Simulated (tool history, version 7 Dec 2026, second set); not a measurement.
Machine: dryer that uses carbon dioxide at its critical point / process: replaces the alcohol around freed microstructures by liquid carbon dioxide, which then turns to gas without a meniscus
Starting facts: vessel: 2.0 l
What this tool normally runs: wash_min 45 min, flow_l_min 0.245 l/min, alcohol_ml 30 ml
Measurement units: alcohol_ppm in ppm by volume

run   hour  wash_min  flow_l_min  alcohol_ml  alcohol_ppm
  1      0        45       0.245          30          173
  2    9.8        45       0.369          30           44
  3   25.6        45       0.369          30           43
  4   38.5        45       0.245          24          151
  5     54        45       0.245          24          154
  6   66.7        45       0.245          24          171
  7   78.5        45       0.245          24          162
  8   93.9        45       0.245          24          170
  9  106.3        45       0.245          35          238
 10  119.2        45       0.245          35          246
 11  132.9        45       0.245          35          249
 12  147.5        45       0.245          30          228
 13  159.9        45       0.245          30          235
 14  170.2        45       0.245          30          230
 15  179.7        45       0.245          30          234
 16  191.4        45       0.245          30          227
 17  202.2        45        0.29          30          134
 18  213.3        45        0.29          30          137
 19  226.9        45        0.29          30          150
 20  237.8        45        0.29          30          147
 21  253.7        45        0.29          30           90
 22  267.2        45        0.29          30           97
 23  281.1        45        0.29          30           85
 24  290.1        51       0.245          60          164
 25  299.9        51       0.245          60          167
 26  308.6        45       0.188          22          313
 27  324.5        30       0.387          70          288
 28  333.7        30       0.387          70          280
 29  349.8        36       0.354          60          177
 30  366.1        58       0.245          30           79
 31    380        53       0.306          30           67
 32  393.1        45       0.221          53          423
 33  407.2        32       0.245          30          594
 34  422.9        32       0.245          30          604
 35  432.6        45       0.245          69          381
 36  447.9        62       0.245          34           81
 37  455.2        62       0.245          34           68
 38  468.4        44       0.269          33          170
 39    482        45       0.308          30           96
 40  494.9        43       0.154         102         3274
 41  502.3        43       0.154         102         3419
 42  515.8        63       0.161          30          285
 43    529        63       0.161          30          290
 44    545        63       0.161          30          273
 45    560        60       0.245          30           98
 46  573.9        60       0.245          30           96

Taken out of this log: 1 entry between the listed runs. Where each belongs, and how the hidden state differs across it:
Run 20 -> run 21: inlet filter changed (hour 251.1)
  flow that reaches the vessel past the clogged filter, %: 85.3 -> 99.8; alcohol in the recycled carbon dioxide, ppm: 35.6 -> 36.4
  the result without the hidden state subtracted from the measured one, alcohol_ppm: +94 -> +32 ppm by volume
